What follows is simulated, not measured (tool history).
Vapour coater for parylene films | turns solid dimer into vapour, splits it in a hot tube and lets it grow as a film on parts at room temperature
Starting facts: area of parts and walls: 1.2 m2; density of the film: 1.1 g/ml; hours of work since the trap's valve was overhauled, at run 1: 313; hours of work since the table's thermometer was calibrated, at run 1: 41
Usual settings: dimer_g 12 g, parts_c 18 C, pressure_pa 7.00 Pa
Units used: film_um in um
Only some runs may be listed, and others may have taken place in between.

| run | hour | dimer_g | parts_c | pressure_pa | hours of work since the trap's valve was overhauled | hours of work since the table's thermometer was calibrated | film_um |
|---|---|---|---|---|---|---|---|
| 1 | 0.0 | 12 | 18 | 7.00 | 313 | 41 | 6.18 |
| 2 | 7.0 | 12 | 18 | 7.00 | 316 | 45 | 6.09 |
| 3 | 23.7 | 12 | 18 | 7.00 | 324 | 52 | 6.12 |
| 4 | 38.1 | 12 | 18 | 7.00 | 331 | 59 | 6.12 |
| 5 | 52.7 | 12 | 18 | 7.00 | 338 | 66 | 6.10 |
| 6 | 62.2 | 12 | 18 | 3.89 | 343 | 71 | 6.46 |
| 7 | 71.4 | 12 | 18 | 3.89 | 347 | 75 | 6.34 |
| 8 | 86.1 | 12 | 18 | 3.89 | 354 | 82 | 6.43 |
| 9 | 102.5 | 12 | 18 | 3.89 | 362 | 90 | 6.36 |
| 10 | 119.5 | 12 | 18 | 2.32 | 370 | 98 | 6.70 |
| 11 | 134.7 | 12 | 10 | 7.00 | 377 | 105 | 7.33 |
| 12 | 148.6 | 12 | 10 | 7.00 | 384 | 112 | 7.38 |
| 13 | 165.6 | 5 | 10 | 7.00 | 392 | 120 | 3.06 |
| 14 | 181.7 | 5 | 10 | 7.00 | 400 | 128 | 3.05 |
| 15 | 194.7 | 12 | 18 | 7.00 | 406 | 134 | 6.01 |
| 16 | 205.7 | 12 | 18 | 7.00 | 411 | 139 | 6.07 |
| 17 | 219.0 | 12 | 12 | 7.00 | 417 | 146 | 7.01 |
| 18 | 232.8 | 10 | 12 | 7.00 | 424 | 152 | 5.78 |
| 19 | 241.8 | 10 | 12 | 7.00 | 428 | 157 | 5.84 |
| 20 | 253.9 | 8 | 12 | 7.00 | 434 | 162 | 4.73 |
| 21 | 265.8 | 8 | 12 | 7.00 | 440 | 168 | 4.75 |
| 22 | 274.6 | 8 | 12 | 7.00 | 444 | 172 | 4.66 |
| 23 | 285.1 | 12 | 18 | 7.00 | 449 | 177 | 6.07 |
| 24 | 297.4 | 12 | 18 | 7.00 | 455 | 183 | 6.03 |
| 25 | 314.1 | 7 | 15 | 7.00 | 463 | 191 | 3.79 |
| 26 | 327.8 | 7 | 15 | 7.00 | 469 | 198 | 3.74 |
| 27 | 335.0 | 9 | 14 | 2.89 | 473 | 201 | 5.35 |
| 28 | 348.4 | 8 | 29 | 2.89 | 479 | 207 | 3.34 |
| 29 | 363.1 | 19 | 29 | 11.11 | 486 | 214 | 7.03 |
| 30 | 377.9 | 12 | 15 | 4.85 | 493 | 221 | 6.69 |
| 31 | 384.9 | 11 | 18 | 3.81 | 496 | 225 | 5.72 |
| 32 | 400.9 | 21 | 14 | 2.01 | 504 | 232 | 12.81 |
|  | 403.0 | table's thermometer calibrated |
| 33 | 410.3 | 6 | 25 | 9.94 | 508 | 3 | 2.41 |
| 34 | 423.7 | 7 | 25 | 11.27 | 515 | 10 | 2.84 |
| 35 | 432.3 | 7 | 26 | 11.27 | 519 | 14 | 2.71 |
| 36 | 448.7 | 7 | 26 | 11.27 | 526 | 22 | 2.79 |
| 37 | 456.7 | 15 | 22 | 2.30 | 530 | 26 | 7.43 |
|  | 467.3 | table's thermometer calibrated, once more |
| 38 | 468.8 | 17 | 19 | 7.00 | 536 | 1 | 8.19 |
| 39 | 484.3 | 17 | 19 | 7.00 | 543 | 8 | 8.27 |
| 40 | 500.2 | 9 | 22 | 2.63 | 551 | 16 | 4.41 |
| 41 | 509.1 | 9 | 10 | 2.63 | 555 | 20 | 5.89 |
| 42 | 524.0 | 9 | 11 | 3.19 | 562 | 27 | 5.68 |
| 43 | 537.9 | 15 | 18 | 3.22 | 569 | 34 | 7.97 |
| 44 | 550.7 | 15 | 18 | 3.22 | 575 | 40 | 7.89 |
| 45 | 562.3 | 13 | 19 | 2.54 | 580 | 45 | 6.88 |
| 46 | 573.7 | 14 | 30 | 2.12 | 586 | 51 | 5.76 |
| 47 | 584.0 | 14 | 27 | 10.20 | 590 | 56 | 5.40 |
| 48 | 600.2 | 12 | 12 | 7.33 | 598 | 63 | 6.81 |

Subtracting, for every run, the result it would have given without the tool's unlogged condition from the measured result gives the following. The same run-to-run variation enters both numbers; the gauge's scatter may not:
What the log doesn't record here: vapour lost through the trap's worn valve, %; true temperature of the parts over the reading, C; drift of the gauge itself on film_um, %.
| run | film_um |
|---|---|
| 1 | -0.17 |
| 2 | -0.17 |
| 3 | -0.18 |
| 4 | -0.18 |
| 5 | -0.19 |
| 6 | -0.20 |
| 7 | -0.20 |
| 8 | -0.21 |
| 9 | -0.21 |
| 10 | -0.23 |
| 11 | -0.25 |
| 12 | -0.26 |
| 13 | -0.11 |
| 14 | -0.11 |
| 15 | -0.23 |
| 16 | -0.23 |
| 17 | -0.27 |
| 18 | -0.23 |
| 19 | -0.24 |
| 20 | -0.20 |
| 21 | -0.19 |
| 22 | -0.19 |
| 23 | -0.26 |
| 24 | -0.26 |
| 25 | -0.16 |
| 26 | -0.17 |
| 27 | -0.24 |
| 28 | -0.15 |
| 29 | -0.32 |
| 30 | -0.31 |
| 31 | -0.28 |
| 32 | -0.62 |
| 33 | -0.12 |
| 34 | -0.15 |
| 35 | -0.14 |
| 36 | -0.14 |
| 37 | -0.39 |
| 38 | -0.41 |
| 39 | -0.42 |
| 40 | -0.23 |
| 41 | -0.32 |
| 42 | -0.30 |
| 43 | -0.43 |
| 44 | -0.43 |
| 45 | -0.37 |
| 46 | -0.32 |
| 47 | -0.31 |
| 48 | -0.39 |

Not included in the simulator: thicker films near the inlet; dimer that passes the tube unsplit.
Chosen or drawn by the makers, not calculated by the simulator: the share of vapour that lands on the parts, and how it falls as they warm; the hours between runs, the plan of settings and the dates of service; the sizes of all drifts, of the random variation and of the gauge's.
